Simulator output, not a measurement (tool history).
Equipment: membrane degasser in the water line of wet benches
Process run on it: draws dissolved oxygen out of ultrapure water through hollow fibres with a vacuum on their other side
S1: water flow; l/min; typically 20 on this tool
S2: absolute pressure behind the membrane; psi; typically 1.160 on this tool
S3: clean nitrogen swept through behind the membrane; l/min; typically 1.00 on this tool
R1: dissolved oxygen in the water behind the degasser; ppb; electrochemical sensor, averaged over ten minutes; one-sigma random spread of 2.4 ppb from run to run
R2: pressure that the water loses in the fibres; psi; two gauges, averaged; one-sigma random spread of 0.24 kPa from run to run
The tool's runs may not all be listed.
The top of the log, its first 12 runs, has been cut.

{"run": 13, "day": 19.654, "S1": 13, "S2": 1.16, "S3": 1.0, "R1": 153.0, "R2": 5.833}
{"run": 14, "day": 21.821, "S1": 13, "S2": 1.16, "S3": 1.97, "R1": 83.6, "R2": 5.852}
{"run": 15, "day": 23.192, "S1": 20, "S2": 1.16, "S3": 1.0, "R1": 253.1, "R2": 8.966}
{"run": 16, "day": 25.55, "S1": 20, "S2": 1.16, "S3": 0.73, "R1": 312.6, "R2": 8.981}
{"run": 17, "day": 27.371, "S1": 20, "S2": 1.16, "S3": 0.73, "R1": 315.9, "R2": 9.001}
{"run": 18, "day": 29.525, "S1": 22, "S2": 1.16, "S3": 0.47, "R1": 473.2, "R2": 9.881}
{"run": 19, "day": 31.108, "S1": 22, "S2": 1.16, "S3": 0.47, "R1": 469.6, "R2": 9.889}
{"day": 32.792, "done": "seals of the vacuum lines changed"}
{"run": 20, "day": 32.883, "S1": 30, "S2": 2.324, "S3": 0.47, "R1": 1425.3, "R2": 13.483}
{"run": 21, "day": 35.079, "S1": 14, "S2": 1.288, "S3": 1.9, "R1": 106.0, "R2": 6.295}
{"run": 22, "day": 36.358, "S1": 14, "S2": 1.288, "S3": 1.9, "R1": 107.7, "R2": 6.284}
{"run": 23, "day": 37.846, "S1": 14, "S2": 1.288, "S3": 1.9, "R1": 106.8, "R2": 6.318}

Run 24 has not been measured yet. What should we expect?
{"run": 24, "day": 39.512, "S1": 30, "S2": 1.285, "S3": 1.64, "R1": "?", "R2": "?"}

Run 24 measured R1 381.4 ppb, R2 13.475 psi.
Had the tool carried no hidden state, the very same run would have given R1 366.4 ppb, R2 13.171 psi.

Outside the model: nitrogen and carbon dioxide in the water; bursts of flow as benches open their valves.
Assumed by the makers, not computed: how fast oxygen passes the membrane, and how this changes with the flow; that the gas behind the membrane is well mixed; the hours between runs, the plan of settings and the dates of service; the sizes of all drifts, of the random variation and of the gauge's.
